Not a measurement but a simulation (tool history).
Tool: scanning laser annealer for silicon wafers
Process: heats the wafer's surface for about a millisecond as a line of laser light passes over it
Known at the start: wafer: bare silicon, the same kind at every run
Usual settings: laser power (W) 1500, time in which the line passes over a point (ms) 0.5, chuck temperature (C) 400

run     day  laser power (W)  time in which the line passes over a point (ms)  chuck temperature (C)  highest temperature of the surface (C)
  1       0             1500                                              0.5                    400                                    1215
  2   0.962             1500                                              0.5                    400                                    1217
  3   2.383             1500                                              0.5                    400                                    1213
  4   3.525             1500                                              0.5                    400                                    1213
  5   4.862             1500                                              0.5                    404                                    1215
  6   5.775             1500                                              0.5                    404                                    1218
  7   7.146             1341                                              0.5                    404                                    1114
  8   8.325             1341                                              0.5                    404                                    1114
  9   9.604             1500                                              0.5                    400                                    1215
 10   10.95             1500                                              0.5                    400                                    1213
 11  12.492             1500                                              0.5                    400                                    1213
 12  13.617             1500                                              0.5                    400                                    1214
 13  14.796             1500                                              0.5                    400                                    1211
 14  15.767             1500                                              0.5                    400                                    1210
 15  16.408             1500                                              0.5                    380                                    1193
 16  17.638             1500                                              0.5                    380                                    1196
 17  18.758             1500                                              0.5                    380                                    1193
 18  19.425             1500                                              0.5                    380                                    1193
 19  20.162             1500                                              0.5                    380                                    1193
 20  21.067             1500                                            0.463                    400                                    1185
     21.275  -- window over the wafer cleaned
 21  22.708             1500                                              0.5                    390                                    1203
 22  24.138             1500                                              0.5                    390                                    1203
 23  25.292             1500                                            0.568                    370                                    1232
 24  26.179             1393                                            0.489                    411                                    1145
 25  26.917             1405                                            0.602                    372                                    1184
 26  28.233             1405                                            0.602                    372                                    1185
 27  28.942             1526                                            0.459                    400                                    1203
 28  29.596             1526                                            0.459                    400                                    1200
 29  30.746             1373                                            0.601                    400                                    1191
 30  31.475             1373                                            0.601                    400                                    1186
     32.958  -- optics aligned, line set to its width
 31  33.188             1592                                              0.5                    378                                    1254
 32  34.567             1401                                              0.5                    369                                    1118
 33  35.704             1337                                            0.566                    369                                    1112
 34  36.788             1412                                            0.458                    379                                    1107
 35  37.517             1412                                            0.458                    379                                    1109
 36  38.654             1592                                            0.462                    433                                    1282
 37  39.517             1592                                            0.462                    433                                    1280
 38  40.925             1592                                            0.462                    433                                    1279
 39  42.375             1592                                            0.462                    433                                    1280
 40  43.879             1500                                              0.5                    415                                    1229
 41  44.958             1500                                              0.5                    415                                    1229
     46.054  -- window over the wafer cleaned
 42    46.1             1500                                              0.5                    415                                    1229

Forecast each of these 3 alternatives for the next run:
  A  47.421             1500                                            0.575                    415                                       ?
  B  47.421             1417                                              0.5                    428                                       ?
  C  47.421             1500                                              0.5                    434                                       ?

run  highest temperature of the surface (C)
  A                                    1276
  B                                    1189
  C                                    1252
Without the tool's hidden state the same runs would have given:
run  highest temperature of the surface (C)
  A                                    1276
  B                                    1189
  C                                    1252
